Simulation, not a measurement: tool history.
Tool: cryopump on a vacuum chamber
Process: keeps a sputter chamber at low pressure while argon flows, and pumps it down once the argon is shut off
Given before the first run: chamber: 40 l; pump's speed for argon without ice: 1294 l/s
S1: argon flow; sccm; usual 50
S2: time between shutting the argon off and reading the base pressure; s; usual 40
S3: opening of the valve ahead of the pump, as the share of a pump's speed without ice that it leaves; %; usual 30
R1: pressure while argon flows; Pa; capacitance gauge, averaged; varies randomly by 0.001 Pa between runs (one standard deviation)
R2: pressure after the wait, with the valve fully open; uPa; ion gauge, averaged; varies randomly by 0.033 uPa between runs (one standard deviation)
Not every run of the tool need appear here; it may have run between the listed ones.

run	hour	S1	S2	S3	R1	R2
1	0	50	40	30	0.2242	2.18
2	28.7	50	40	30	0.2216	2.24
3	58.7	50	40	30	0.225	2.18
4	84.1	50	37	30	0.2242	2.32
5	98.7	50	37	30	0.2239	2.29
6	126.4	50	37	17	0.3907	2.3
7	145.1	50	37	17	0.3914	2.27
8	171.7	50	37	17	0.3923	2.24
9	193.7	50	37	17	0.3915	2.33
10	210.7	35	86	30	0.158	1.37
11	235.8	35	48	18	0.2575	1.98
12	258.2	48	148	18	0.3577	1.07
13	285	48	148	18	0.3563	1.08
14	301	50	260	34	0.2001	0.91
15	328.4	50	260	18	0.3729	0.93

Here are 5 independent what-if runs from the current tool condition. What would each one return?
A	358.5	70	36	21	?	?
B	358.5	50	23	18	?	?
C	358.5	29	237	20	?	?
D	358.5	50	40	53	?	?
E	358.5	44	170	18	?	?

run	R1	R2
A	0.4483	2.34
B	0.3707	3.46
C	0.1938	0.9
D	0.1313	2.25
E	0.3282	1.05
Without the tool's hidden state the same runs would have given:
run	R1	R2
A	0.436	1.91
B	0.3619	3.02
C	0.1888	0.47
D	0.1225	1.82
E	0.3204	0.62
